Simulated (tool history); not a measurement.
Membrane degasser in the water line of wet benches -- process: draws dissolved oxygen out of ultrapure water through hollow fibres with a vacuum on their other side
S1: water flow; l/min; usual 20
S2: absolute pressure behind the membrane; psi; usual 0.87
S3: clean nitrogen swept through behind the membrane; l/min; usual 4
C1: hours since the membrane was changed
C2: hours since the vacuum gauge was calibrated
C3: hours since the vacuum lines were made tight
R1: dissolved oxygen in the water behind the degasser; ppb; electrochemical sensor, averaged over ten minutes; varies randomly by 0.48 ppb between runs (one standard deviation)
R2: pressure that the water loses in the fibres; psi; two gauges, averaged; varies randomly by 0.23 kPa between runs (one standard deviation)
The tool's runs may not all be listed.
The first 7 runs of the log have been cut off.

run 8 day=16.858 | S1=20 S2=0.87 S3=2.21 | C1=908 C2=149 C3=7935 | R1=66.1 R2=8.415
run 9 day=19.646 | S1=20 S2=0.87 S3=4 | C1=975 C2=216 C3=8002 | R1=38.4 R2=8.444
run 10 day=22.862 | S1=20 S2=0.87 S3=4 | C1=1052 C2=293 C3=8079 | R1=38.3 R2=8.476
run 11 day=24.867 | S1=20 S2=0.87 S3=4 | C1=1100 C2=342 C3=8127 | R1=38.2 R2=8.518
run 12 day=27.767 | S1=20 S2=0.87 S3=4 | C1=1170 C2=411 C3=8197 | R1=38.7 R2=8.401
run 13 day=30.117 | S1=20 S2=0.87 S3=4 | C1=1226 C2=468 C3=8253 | R1=39.5 R2=8.488
run 14 day=32.229 | S1=20 S2=0.87 S3=7.73 | C1=1277 C2=518 C3=8304 | R1=21.7 R2=8.454
run 15 day=35.271 | S1=20 S2=0.87 S3=7.73 | C1=1350 C2=591 C3=8377 | R1=21.9 R2=8.528
run 16 day=36.858 | S1=20 S2=0.566 S3=3.22 | C1=1388 C2=629 C3=8415 | R1=14.4 R2=8.446
run 17 day=39.675 | S1=20 S2=0.566 S3=2.3 | C1=1456 C2=697 C3=8482 | R1=18.9 R2=8.53
run 18 day=42.392 | S1=20 S2=0.566 S3=2.3 | C1=1521 C2=762 C3=8548 | R1=18.8 R2=8.489
run 19 day=45.133 | S1=12 S2=0.87 S3=5.61 | C1=1587 C2=828 C3=8613 | R1=16.3 R2=5.082
run 20 day=48.338 | S1=20 S2=0.651 S3=2.88 | C1=1663 C2=905 C3=8690 | R1=26 R2=8.514
run 21 day=50.817 | S1=26 S2=0.651 S3=2.88 | C1=1723 C2=964 C3=8750 | R1=42.7 R2=11.088
run 22 day=53.358 | S1=12 S2=0.87 S3=3.61 | C1=1784 C2=1025 C3=8811 | R1=24.8 R2=5.11
-- day=54.338 seals of the vacuum lines changed
run 23 day=56.075 | S1=12 S2=0.954 S3=4.88 | C1=1847 C2=1089 C3=42 | R1=20.8 R2=5.129
run 24 day=59.129 | S1=12 S2=0.954 S3=4.88 | C1=1920 C2=1162 C3=115 | R1=21.7 R2=5.124
run 25 day=62.308 | S1=13 S2=1.521 S3=4 | C1=1997 C2=1238 C3=191 | R1=60 R2=5.527
run 26 day=64.404 | S1=13 S2=1.521 S3=4 | C1=2047 C2=1288 C3=242 | R1=58.3 R2=5.569
run 27 day=67.475 | S1=25 S2=0.553 S3=5.87 | C1=2121 C2=1362 C3=315 | R1=18.4 R2=10.631
run 28 day=70.579 | S1=31 S2=0.65 S3=10.95 | C1=2195 C2=1437 C3=390 | R1=41.3 R2=13.168
run 29 day=72.242 | S1=31 S2=1.038 S3=2.08 | C1=2235 C2=1476 C3=430 | R1=165.4 R2=13.161
run 30 day=74.946 | S1=31 S2=1.038 S3=2.08 | C1=2300 C2=1541 C3=495 | R1=168.3 R2=13.304

Forecast each of these 3 alternatives for the next run:
run A day=77.771 | S1=20 S2=0.57 S3=4 | C1=2368 C2=1609 C3=562 | R1=? R2=?
run B day=77.771 | S1=25 S2=0.767 S3=4.01 | C1=2368 C2=1609 C3=562 | R1=? R2=?
run C day=77.771 | S1=18 S2=0.87 S3=4 | C1=2368 C2=1609 C3=562 | R1=? R2=?

run=A R1=13.2 R2=8.54
run=B R1=43.2 R2=10.653
run=C R1=33.8 R2=7.604
Stripped of hidden state, with their random variation kept, the same runs would have yielded:
run=A R1=11.9 R2=8.382
run=B R1=40.8 R2=10.457
run=C R1=32.7 R2=7.462
